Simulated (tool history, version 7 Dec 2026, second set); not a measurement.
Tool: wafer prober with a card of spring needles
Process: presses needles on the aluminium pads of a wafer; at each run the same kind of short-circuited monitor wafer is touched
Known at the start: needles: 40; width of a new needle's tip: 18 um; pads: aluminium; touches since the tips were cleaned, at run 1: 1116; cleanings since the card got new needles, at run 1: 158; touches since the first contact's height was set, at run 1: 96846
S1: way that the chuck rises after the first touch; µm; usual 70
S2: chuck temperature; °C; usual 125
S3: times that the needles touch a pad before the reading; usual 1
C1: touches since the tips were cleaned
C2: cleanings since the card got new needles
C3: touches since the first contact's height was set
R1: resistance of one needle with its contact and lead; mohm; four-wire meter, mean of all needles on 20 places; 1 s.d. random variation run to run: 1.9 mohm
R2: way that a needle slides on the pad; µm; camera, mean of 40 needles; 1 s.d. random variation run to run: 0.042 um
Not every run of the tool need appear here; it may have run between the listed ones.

Run 1, hour 0: usual settings; C1 1116; C2 158; C3 96846. Result: R1 203 mohm, R2 12.2 µm.
At hour 9.8: tips cleaned on abrasive film.
At hour 26.1: tips cleaned on abrasive film.
At hour 42.4: tips cleaned on abrasive film.
Run 2, hour 46.5: usual settings; C1 913; C2 161; C3 107116. Result: R1 209 mohm, R2 12.2 µm.
At hour 56.3: tips cleaned on abrasive film.
At hour 72.6: tips cleaned on abrasive film.
At hour 72.9: height of the first contact set anew.
At hour 89.1: tips cleaned on abrasive film.
Run 3, hour 98.9: usual settings; C1 2169; C2 164; C3 5760. Result: R1 207 mohm, R2 12.23 µm.
At hour 105.3: tips cleaned on abrasive film.
At hour 121.6: tips cleaned on abrasive film.
Run 4, hour 133.6: usual settings; C1 2660; C2 166; C3 13422. Result: R1 205 mohm, R2 12.2 µm.
At hour 136.9: tips cleaned on abrasive film.
At hour 153.1: tips cleaned on abrasive film.
At hour 169.4: tips cleaned on abrasive film.
At hour 184.6: tips cleaned on abrasive film.
Run 5, hour 184.6: usual settings; C1 0; C2 170; C3 24687. Result: R1 203 mohm, R2 12.19 µm.
At hour 200.9: tips cleaned on abrasive film.
At hour 217.2: tips cleaned on abrasive film.
Run 6, hour 226.9: usual settings; C1 2153; C2 172; C3 34037. Result: R1 205 mohm, R2 12.17 µm.
At hour 233.4: tips cleaned on abrasive film.
At hour 249.7: tips cleaned on abrasive film.
At hour 266: tips cleaned on abrasive film.
Run 7, hour 272.2: usual settings; C1 1373; C2 175; C3 44048. Result: R1 203 mohm, R2 12.17 µm.
At hour 282: tips cleaned on abrasive film.
At hour 295: tips cleaned on abrasive film.
At hour 311.3: tips cleaned on abrasive film.
At hour 327.6: tips cleaned on abrasive film.
Run 8, hour 328.4: usual settings; C1 177; C2 179; C3 56462. Result: R1 210 mohm, R2 12.13 µm.
At hour 341.5: tips cleaned on abrasive film.
At hour 357.7: tips cleaned on abrasive film.
At hour 374: tips cleaned on abrasive film.
At hour 390.3: tips cleaned on abrasive film.
At hour 403.4: tips cleaned on abrasive film.
Run 9, hour 403.6: usual settings but S3 2; C1 46; C2 184; C3 73062. Result: R1 205 mohm, R2 12.2 µm.
At hour 416.6: tips cleaned on abrasive film.
At hour 432.9: tips cleaned on abrasive film.
At hour 449.2: tips cleaned on abrasive film.
Run 10, hour 457.5: usual settings; C1 1845; C2 187; C3 84985. Result: R1 204 mohm, R2 12.08 µm.
At hour 464.1: tips cleaned on abrasive film.
At hour 480.3: tips cleaned on abrasive film.
At hour 496.6: tips cleaned on abrasive film.
At hour 510: tips cleaned on abrasive film.
Run 11, hour 510: usual settings but S2 93 °C; C1 0; C2 191; C3 96564. Result: R1 196 mohm, R2 12.18 µm.
At hour 526.2: tips cleaned on abrasive film.
At hour 539.3: tips cleaned on abrasive film.
Run 12, hour 544.6: usual settings; C1 1184; C2 193; C3 104219. Result: R1 205 mohm, R2 12.11 µm.
At hour 554.4: tips cleaned on abrasive film.
At hour 570.7: tips cleaned on abrasive film.
At hour 583.9: height of the first contact set anew.
At hour 587.3: tips cleaned on abrasive film.
Run 13, hour 588.6: usual settings; C1 289; C2 196; C3 1009. Result: R1 209 mohm, R2 12.17 µm.
At hour 601.6: tips cleaned on abrasive film.
At hour 617.9: tips cleaned on abrasive film.
At hour 630.9: tips cleaned on abrasive film.
At hour 645.5: tips cleaned on abrasive film.
Run 14, hour 645.5: usual settings but S2 25 °C; C1 0; C2 200; C3 13584. Result: R1 183 mohm, R2 12.15 µm.
At hour 658.6: tips cleaned on abrasive film.
At hour 674.9: tips cleaned on abrasive film.
At hour 689.7: tips cleaned on abrasive film.
Run 15, hour 689.7: usual settings but S2 25 °C; C1 0; C2 203; C3 23337. Result: R1 181 mohm, R2 12.21 µm.
At hour 706: tips cleaned on abrasive film.
At hour 722.2: tips cleaned on abrasive film.
At hour 738.5: tips cleaned on abrasive film.
Run 16, hour 747.9: usual settings but S1 77 µm, S2 25 °C, S3 2; C1 2088; C2 206; C3 36221. Result: R1 182 mohm, R2 13.38 µm.
At hour 754.5: tips cleaned on abrasive film.
At hour 770.8: tips cleaned on abrasive film.
At hour 787.1: tips cleaned on abrasive film.
At hour 803.3: tips cleaned on abrasive film.
At hour 816.4: tips cleaned on abrasive film.
Run 17, hour 820.6: usual settings but S1 77 µm, S2 95 °C, S3 2; C1 938; C2 211; C3 52275. Result: R1 194 mohm, R2 13.44 µm.
At hour 830.4: tips cleaned on abrasive film.
At hour 846.7: tips cleaned on abrasive film.
At hour 862.9: tips cleaned on abrasive film.
At hour 879.2: tips cleaned on abrasive film.
Run 18, hour 884.2: usual settings but S1 86 µm, S2 123 °C; C1 1103; C2 215; C3 66324. Result: R1 203 mohm, R2 14.92 µm.
At hour 894: tips cleaned on abrasive film.
At hour 910.3: tips cleaned on abrasive film.
At hour 926: tips cleaned on abrasive film.
Run 19, hour 926: usual settings but S1 86 µm, S2 123 °C; C1 0; C2 218; C3 75559. Result: R1 202 mohm, R2 14.88 µm.
At hour 942.3: tips cleaned on abrasive film.
At hour 955.4: tips cleaned on abrasive film.
At hour 971.6: tips cleaned on abrasive film.
At hour 987.9: tips cleaned on abrasive film.
Run 20, hour 998.1: usual settings but S1 86 µm, S2 72 °C; C1 2269; C2 222; C3 91503. Result: R1 193 mohm, R2 14.92 µm.
At hour 1001.4: tips cleaned on abrasive film.
At hour 1017.7: tips cleaned on abrasive film.
At hour 1034: tips cleaned on abrasive film.
At hour 1050.3: tips cleaned on abrasive film.
At hour 1066.5: tips cleaned on abrasive film.
Run 21, hour 1073.8: usual settings but S1 82 µm, S2 48 °C, S3 3; C1 1619; C2 227; C3 108225. Result: R1 187 mohm, R2 14.3 µm.
At hour 1080.4: tips cleaned on abrasive film.
At hour 1096.7: tips cleaned on abrasive film.
At hour 1097: height of the first contact set anew.
At hour 1110: tips cleaned on abrasive film.
At hour 1126.3: tips cleaned on abrasive film.
At hour 1141.2: tips cleaned on abrasive film.
Run 22, hour 1141.2: usual settings but S1 61 µm, S2 91 °C, S3 2; C1 0; C2 232; C3 9768. Result: R1 199 mohm, R2 10.6 µm.
At hour 1157.5: tips cleaned on abrasive film.
At hour 1173.8: tips cleaned on abrasive film.
At hour 1190.1: tips cleaned on abrasive film.
At hour 1206.4: tips cleaned on abrasive film.
Run 23, hour 1210.6: usual settings but S1 61 µm, S2 91 °C, S3 2; C1 953; C2 236; C3 25115. Result: R1 197 mohm, R2 10.57 µm.
At hour 1220.5: tips cleaned on abrasive film.
At hour 1233.5: tips cleaned on abrasive film.
At hour 1249.8: tips cleaned on abrasive film.
Run 24, hour 1252.9: usual settings but S1 60 µm; C1 683; C2 239; C3 34437. Result: R1 208 mohm, R2 10.47 µm.
At hour 1265.9: tips cleaned on abrasive film.
At hour 1282.2: tips cleaned on abrasive film.
Run 25, hour 1286.9: usual settings but S1 59 µm; C1 1058; C2 241; C3 41973. Result: R1 208 mohm, R2 10.32 µm.
At hour 1296.8: tips cleaned on abrasive film.
At hour 1313: tips cleaned on abrasive film.
At hour 1329.3: tips cleaned on abrasive film.
At hour 1345.6: tips cleaned on abrasive film.
Run 26, hour 1357.7: usual settings but S1 59 µm; C1 2678; C2 245; C3 57606. Result: R1 211 mohm, R2 10.27 µm.
At hour 1361: tips cleaned on abrasive film.
At hour 1377.3: tips cleaned on abrasive film.
At hour 1393.6: tips cleaned on abrasive film.
At hour 1406.6: tips cleaned on abrasive film.
At hour 1422.9: tips cleaned on abrasive film.
Run 27, hour 1431.7: usual settings but S1 85 µm, S2 30 °C, S3 2; C1 1960; C2 250; C3 73961. Result: R1 183 mohm, R2 14.77 µm.

Hidden condition of the tool, last listed run before each entry between runs versus first listed run after:
Runs 1 to 2: tips cleaned on abrasive film (hour 9.8); tips cleaned on abrasive film (hour 26.1); tips cleaned on abrasive film (hour 42.4)
  debris on the tips, nm: 0.2 -> 0.1; way that the needles fall short of the set height, um: 0.03 -> 0.04
Runs 2 to 3: tips cleaned on abrasive film (hour 56.3); tips cleaned on abrasive film (hour 72.6); height of the first contact set anew (hour 72.9); tips cleaned on abrasive film (hour 89.1)
  debris on the tips, nm: 0.1 -> 0.3; way that the needles fall short of the set height, um: 0.04 -> 0
Runs 3 to 4: tips cleaned on abrasive film (hour 105.3); tips cleaned on abrasive film (hour 121.6)
  no hidden state differs between the two runs
Runs 4 to 5: tips cleaned on abrasive film (hour 136.9); tips cleaned on abrasive film (hour 153.1); tips cleaned on abrasive film (hour 169.4); tips cleaned on abrasive film (hour 184.6)
  debris on the tips, nm: 0.3 -> 0; way that the needles fall short of the set height, um: 0 -> 0.01
Runs 5 to 6: tips cleaned on abrasive film (hour 200.9); tips cleaned on abrasive film (hour 217.2)
  debris on the tips, nm: 0 -> 0.3
Runs 6 to 7: tips cleaned on abrasive film (hour 233.4); tips cleaned on abrasive film (hour 249.7); tips cleaned on abrasive film (hour 266)
  debris on the tips, nm: 0.3 -> 0.2; way that the needles fall short of the set height, um: 0.01 -> 0.02
Runs 7 to 8: tips cleaned on abrasive film (hour 282); tips cleaned on abrasive film (hour 295); tips cleaned on abrasive film (hour 311.3); tips cleaned on abrasive film (hour 327.6)
  debris on the tips, nm: 0.2 -> 0.1; tips' diameter, um: 18.07 -> 18.08
Runs 8 to 9: tips cleaned on abrasive film (hour 341.5); tips cleaned on abrasive film (hour 357.7); tips cleaned on abrasive film (hour 374); tips cleaned on abrasive film (hour 390.3); tips cleaned on abrasive film (hour 403.4)
  debris on the tips, nm: 0.1 -> 0; way that the needles fall short of the set height, um: 0.02 -> 0.03
Runs 9 to 10: tips cleaned on abrasive film (hour 416.6); tips cleaned on abrasive film (hour 432.9); tips cleaned on abrasive film (hour 449.2)
  debris on the tips, nm: 0 -> 0.3
Runs 10 to 11: tips cleaned on abrasive film (hour 464.1); tips cleaned on abrasive film (hour 480.3); tips cleaned on abrasive film (hour 496.6); tips cleaned on abrasive film (hour 510)
  debris on the tips, nm: 0.3 -> 0
Runs 11 to 12: tips cleaned on abrasive film (hour 526.2); tips cleaned on abrasive film (hour 539.3)
  debris on the tips, nm: 0 -> 0.2; way that the needles fall short of the set height, um: 0.03 -> 0.04
Runs 12 to 13: tips cleaned on abrasive film (hour 554.4); tips cleaned on abrasive film (hour 570.7); height of the first contact set anew (hour 583.9); tips cleaned on abrasive film (hour 587.3)
  debris on the tips, nm: 0.2 -> 0.1; way that the needles fall short of the set height, um: 0.04 -> 0
Runs 13 to 14: tips cleaned on abrasive film (hour 601.6); tips cleaned on abrasive film (hour 617.9); tips cleaned on abrasive film (hour 630.9); tips cleaned on abrasive film (hour 645.5)
  debris on the tips, nm: 0.1 -> 0; way that the needles fall short of the set height, um: 0 -> 0.01
Runs 14 to 15: tips cleaned on abrasive film (hour 658.6); tips cleaned on abrasive film (hour 674.9); tips cleaned on abrasive film (hour 689.7)
  tips' diameter, um: 18.08 -> 18.09
Runs 15 to 16: tips cleaned on abrasive film (hour 706); tips cleaned on abrasive film (hour 722.2); tips cleaned on abrasive film (hour 738.5)
  debris on the tips, nm: 0 -> 0.3
Runs 16 to 17: tips cleaned on abrasive film (hour 754.5); tips cleaned on abrasive film (hour 770.8); tips cleaned on abrasive film (hour 787.1); tips cleaned on abrasive film (hour 803.3); tips cleaned on abrasive film (hour 816.4)
  debris on the tips, nm: 0.3 -> 0.2; way that the needles fall short of the set height, um: 0.01 -> 0.02
Runs 17 to 18: tips cleaned on abrasive film (hour 830.4); tips cleaned on abrasive film (hour 846.7); tips cleaned on abrasive film (hour 862.9); tips cleaned on abrasive film (hour 879.2)
  no hidden state differs between the two runs
Runs 18 to 19: tips cleaned on abrasive film (hour 894); tips cleaned on abrasive film (hour 910.3); tips cleaned on abrasive film (hour 926)
  debris on the tips, nm: 0.2 -> 0; way that the needles fall short of the set height, um: 0.02 -> 0.03
Runs 19 to 20: tips cleaned on abrasive film (hour 942.3); tips cleaned on abrasive film (hour 955.4); tips cleaned on abrasive film (hour 971.6); tips cleaned on abrasive film (hour 987.9)
  debris on the tips, nm: 0 -> 0.3
Runs 20 to 21: tips cleaned on abrasive film (hour 1001.4); tips cleaned on abrasive film (hour 1017.7); tips cleaned on abrasive film (hour 1034); tips cleaned on abrasive film (hour 1050.3); tips cleaned on abrasive film (hour 1066.5)
  way that the needles fall short of the set height, um: 0.03 -> 0.04; tips' diameter, um: 18.09 -> 18.1
Runs 21 to 22: tips cleaned on abrasive film (hour 1080.4); tips cleaned on abrasive film (hour 1096.7); height of the first contact set anew (hour 1097); tips cleaned on abrasive film (hour 1110); tips cleaned on abrasive film (hour 1126.3); tips cleaned on abrasive film (hour 1141.2)
  debris on the tips, nm: 0.3 -> 0; way that the needles fall short of the set height, um: 0.04 -> 0
Runs 22 to 23: tips cleaned on abrasive film (hour 1157.5); tips cleaned on abrasive film (hour 1173.8); tips cleaned on abrasive film (hour 1190.1); tips cleaned on abrasive film (hour 1206.4)
  debris on the tips, nm: 0 -> 0.2; way that the needles fall short of the set height, um: 0 -> 0.01
Runs 23 to 24: tips cleaned on abrasive film (hour 1220.5); tips cleaned on abrasive film (hour 1233.5); tips cleaned on abrasive film (hour 1249.8)
  no hidden state differs between the two runs
Runs 24 to 25: tips cleaned on abrasive film (hour 1265.9); tips cleaned on abrasive film (hour 1282.2)
  no hidden state differs between the two runs
Runs 25 to 26: tips cleaned on abrasive film (hour 1296.8); tips cleaned on abrasive film (hour 1313); tips cleaned on abrasive film (hour 1329.3); tips cleaned on abrasive film (hour 1345.6)
  debris on the tips, nm: 0.2 -> 0.4; way that the needles fall short of the set height, um: 0.01 -> 0.02
Runs 26 to 27: tips cleaned on abrasive film (hour 1361); tips cleaned on abrasive film (hour 1377.3); tips cleaned on abrasive film (hour 1393.6); tips cleaned on abrasive film (hour 1406.6); tips cleaned on abrasive film (hour 1422.9)
  debris on the tips, nm: 0.4 -> 0.3; tips' diameter, um: 18.1 -> 18.11

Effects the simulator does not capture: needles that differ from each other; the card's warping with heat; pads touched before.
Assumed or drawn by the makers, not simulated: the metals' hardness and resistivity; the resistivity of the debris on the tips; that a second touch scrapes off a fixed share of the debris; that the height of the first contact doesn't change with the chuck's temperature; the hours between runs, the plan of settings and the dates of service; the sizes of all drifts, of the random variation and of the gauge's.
